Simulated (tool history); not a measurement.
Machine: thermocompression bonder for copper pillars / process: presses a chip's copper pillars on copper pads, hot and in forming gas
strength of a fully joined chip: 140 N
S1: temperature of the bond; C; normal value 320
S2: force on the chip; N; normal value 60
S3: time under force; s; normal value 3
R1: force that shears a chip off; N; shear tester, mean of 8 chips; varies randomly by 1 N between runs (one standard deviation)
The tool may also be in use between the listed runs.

| run | hour | S1 | S2 | S3 | R1 |
|---|---|---|---|---|---|
| 1 | 0 | 320 | 60 | 3 | 89.6 |
| 2 | 40.2 | 320 | 60 | 3 | 89 |
| 3 | 73.7 | 320 | 60 | 2 | 78.9 |
| 4 | 132.5 | 320 | 60 | 2 | 79.4 |
| 5 | 188.1 | 320 | 60 | 2 | 78.9 |
|  | 237.6 | forming gas filter changed |
| 6 | 245.8 | 320 | 60 | 2 | 78.3 |
| 7 | 310.3 | 320 | 60 | 2 | 78.3 |
| 8 | 369.5 | 320 | 60 | 2 | 80.3 |
| 9 | 409.2 | 320 | 60 | 3 | 90.4 |
| 10 | 464 | 332 | 60 | 3 | 98.8 |
| 11 | 536.9 | 332 | 60 | 3 | 98.4 |
| 12 | 605.6 | 318 | 39 | 4 | 68.8 |
| 13 | 654.3 | 318 | 39 | 4 | 67.5 |
|  | 660.9 | forming gas filter changed |
|  | 680 | heater calibrated with a thermocouple chip |
| 14 | 693.5 | 320 | 76 | 7 | 119.8 |
| 15 | 756.9 | 291 | 75 | 2 | 71.7 |
| 16 | 790.7 | 320 | 64 | 2 | 82 |
| 17 | 841.3 | 314 | 80 | 2 | 91.3 |
| 18 | 894.6 | 314 | 80 | 2 | 90 |
| 19 | 934.9 | 314 | 80 | 2 | 91.8 |
| 20 | 968.9 | 323 | 60 | 3 | 91.3 |
| 21 | 999.7 | 297 | 76 | 3 | 87.4 |
| 22 | 1071.5 | 332 | 62 | 2 | 89 |

Each row is a separate what-if for the run after 22, all from the same tool condition, not one after another. Results?
|  | 1088 | forming gas filter changed |
| A | 1148.1 | 300 | 49 | 4 | ? |
|  | 1088 | forming gas filter changed |
| B | 1148.1 | 312 | 62 | 2 | ? |
|  | 1088 | forming gas filter changed |
| C | 1148.1 | 309 | 62 | 2 | ? |
|  | 1088 | forming gas filter changed |
| D | 1148.1 | 332 | 62 | 2 | ? |
|  | 1088 | forming gas filter changed |
| E | 1148.1 | 298 | 55 | 3 | ? |

| run | R1 |
|---|---|
| A | 70.1 |
| B | 76 |
| C | 72.1 |
| D | 89.3 |
| E | 68.9 |
With the hidden condition removed and each run's random variation left untouched, the same runs would have given:
| run | R1 |
|---|---|
| A | 70.5 |
| B | 76.4 |
| C | 72.5 |
| D | 89.7 |
| E | 69.3 |
